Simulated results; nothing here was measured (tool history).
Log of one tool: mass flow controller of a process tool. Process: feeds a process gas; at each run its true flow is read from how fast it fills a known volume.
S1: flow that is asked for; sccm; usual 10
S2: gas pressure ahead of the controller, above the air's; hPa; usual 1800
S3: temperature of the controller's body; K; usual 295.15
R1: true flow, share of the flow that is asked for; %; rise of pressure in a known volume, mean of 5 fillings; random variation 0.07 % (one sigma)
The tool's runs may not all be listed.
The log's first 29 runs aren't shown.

{"run": 30, "hour": 3238.5, "S1": 10, "S2": 2450, "S3": 305.15, "R1": 97.7}
{"run": 31, "hour": 3349.5, "S1": 11, "S2": 2450, "S3": 306.15, "R1": 97.88}
{"run": 32, "hour": 3477.9, "S1": 2, "S2": 2000, "S3": 298.15, "R1": 91.6}
{"run": 33, "hour": 3573.8, "S1": 2, "S2": 2000, "S3": 298.15, "R1": 91.42}
{"run": 34, "hour": 3731.5, "S1": 3, "S2": 2000, "S3": 310.15, "R1": 94.59}
{"run": 35, "hour": 3880.4, "S1": 3, "S2": 2400, "S3": 300.15, "R1": 93.51}
{"run": 36, "hour": 4014.4, "S1": 10, "S2": 1600, "S3": 296.15, "R1": 96.69}
{"run": 37, "hour": 4108.1, "S1": 10, "S2": 1510, "S3": 295.15, "R1": 96.66}
{"run": 38, "hour": 4208.7, "S1": 10, "S2": 2580, "S3": 298.15, "R1": 96.64}
{"run": 39, "hour": 4273.3, "S1": 8, "S2": 1460, "S3": 296.15, "R1": 96.13}

Forecast each of these 4 alternatives for the next run:
{"run": "A", "hour": 4419.5, "S1": 10, "S2": 2180, "S3": 300.15, "R1": "?"}
{"run": "B", "hour": 4419.5, "S1": 6, "S2": 1560, "S3": 302.15, "R1": "?"}
{"run": "C", "hour": 4419.5, "S1": 17, "S2": 1950, "S3": 302.15, "R1": "?"}
{"run": "D", "hour": 4419.5, "S1": 6, "S2": 1530, "S3": 295.15, "R1": "?"}

run=A R1=96.95
run=B R1=95.87
run=C R1=98.56
run=D R1=95.19
Without the tool's hidden state the same runs would have given:
run=A R1=99.08
run=B R1=98.84
run=C R1=100.18
run=D R1=98.16

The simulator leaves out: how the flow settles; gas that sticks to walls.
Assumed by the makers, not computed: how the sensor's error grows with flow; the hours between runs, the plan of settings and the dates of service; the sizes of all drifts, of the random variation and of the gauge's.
